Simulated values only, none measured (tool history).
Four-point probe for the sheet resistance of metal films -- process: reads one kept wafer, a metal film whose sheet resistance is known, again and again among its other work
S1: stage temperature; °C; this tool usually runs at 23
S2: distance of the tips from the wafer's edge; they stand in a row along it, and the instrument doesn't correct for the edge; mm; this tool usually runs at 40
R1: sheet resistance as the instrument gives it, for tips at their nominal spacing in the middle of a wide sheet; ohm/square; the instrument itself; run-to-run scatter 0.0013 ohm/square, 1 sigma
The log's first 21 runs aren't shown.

run 22 hour=1242.3 | S1=28 S2=36 | R1=6.386765
run 23 hour=1295.5 | S1=29 S2=13 | R1=6.392881
run 24 hour=1345.6 | S1=29 S2=13 | R1=6.395591
run 25 hour=1430.6 | S1=29 S2=8 | R1=6.404361
run 26 hour=1469.8 | S1=23 S2=26 | R1=6.397152
run 27 hour=1549.3 | S1=25 S2=14 | R1=6.39857
run 28 hour=1635 | S1=25 S2=14 | R1=6.396629
run 29 hour=1673.7 | S1=24 S2=19 | R1=6.398128
run 30 hour=1732.1 | S1=24 S2=19 | R1=6.400104
run 31 hour=1805.6 | S1=29 S2=12 | R1=6.396835

Alternative continuations, all from the tool just after run 31; predict every row:
run A hour=1886.8 | S1=25 S2=53 | R1=?
run B hour=1886.8 | S1=21 S2=18 | R1=?
run C hour=1886.8 | S1=25 S2=12 | R1=?
run D hour=1886.8 | S1=27 S2=25 | R1=?
run E hour=1886.8 | S1=28 S2=7 | R1=?

run=A R1=6.391067
run=B R1=6.405966
run=C R1=6.40222
run=D R1=6.391579
run=E R1=6.416946
Without the tool's hidden state the same runs would have given:
run=A R1=6.363832
run=B R1=6.378808
run=C R1=6.374941
run=D R1=6.364275
run=E R1=6.389511

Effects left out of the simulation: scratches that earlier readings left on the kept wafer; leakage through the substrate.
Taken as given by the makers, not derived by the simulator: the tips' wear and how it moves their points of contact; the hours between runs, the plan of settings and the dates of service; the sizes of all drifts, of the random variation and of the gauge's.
